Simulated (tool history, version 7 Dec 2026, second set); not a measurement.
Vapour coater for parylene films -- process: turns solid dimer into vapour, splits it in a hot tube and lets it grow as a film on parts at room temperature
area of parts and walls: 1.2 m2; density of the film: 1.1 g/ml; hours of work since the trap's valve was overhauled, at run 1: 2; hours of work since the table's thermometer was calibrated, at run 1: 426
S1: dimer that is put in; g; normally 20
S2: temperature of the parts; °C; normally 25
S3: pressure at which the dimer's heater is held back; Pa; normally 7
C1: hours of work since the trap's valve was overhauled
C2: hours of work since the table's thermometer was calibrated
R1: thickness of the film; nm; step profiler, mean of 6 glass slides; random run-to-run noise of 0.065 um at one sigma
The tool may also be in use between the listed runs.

run     day  S1  S2    S3   C1   C2     R1
  1       0  20  25     7    2  426   7740
  2       1  20  25     7   17  441   7820
  3   1.521  20  25     7   25  449   7630
  4   2.704  20  25     7   43  467   7660
  5   3.562  20  25     7   57  481   7690
  6    4.35  20  25     7   69  493   7620
  7   5.067  20  25     7   80  504   7550
  8   5.562  20  25     7   87  512   7690
  9   6.129  20  27     7   96  520   7250
 10   7.292  20  19     7  114  538   8760
 11   8.217  36  32  2.76  128  552  13110
 12    9.25  25  26  2.53  144  568  10720
 13  10.033  20  25  2.08  156  580   9100
 14  10.604  11  24  4.72  165  589   4410
 15  11.138  12  30  4.16  173  597   4260
 16  11.638  20  22     7  181  605   8070
 17  12.575  18  23     7  196  620   7180
 18  13.179  13  25  7.94  205  629   4690
 19  14.012  13  25  7.94  218  642   4640
 20  14.725  13  25  7.94  229  653   4600

Each row is a separate what-if for the run after 20, all from the same tool condition, not one after another. Results?
  A  15.829  20  25   5.2  246  670   ?
  B  15.829  20  24     7  246  670   ?
  C  15.829  21  25  2.63  246  670   ?
  D  15.829  15  17   4.1  246  670   ?
  E  15.829  22  27  4.94  246  670   ?

run    R1
  A  7650
  B  7530
  C  8890
  D  7460
  E  8150
The same runs, with their run-to-run variation unchanged, on a tool lacking any hidden condition would have given:
run    R1
  A  8100
  B  7970
  C  9420
  D  7900
  E  8630

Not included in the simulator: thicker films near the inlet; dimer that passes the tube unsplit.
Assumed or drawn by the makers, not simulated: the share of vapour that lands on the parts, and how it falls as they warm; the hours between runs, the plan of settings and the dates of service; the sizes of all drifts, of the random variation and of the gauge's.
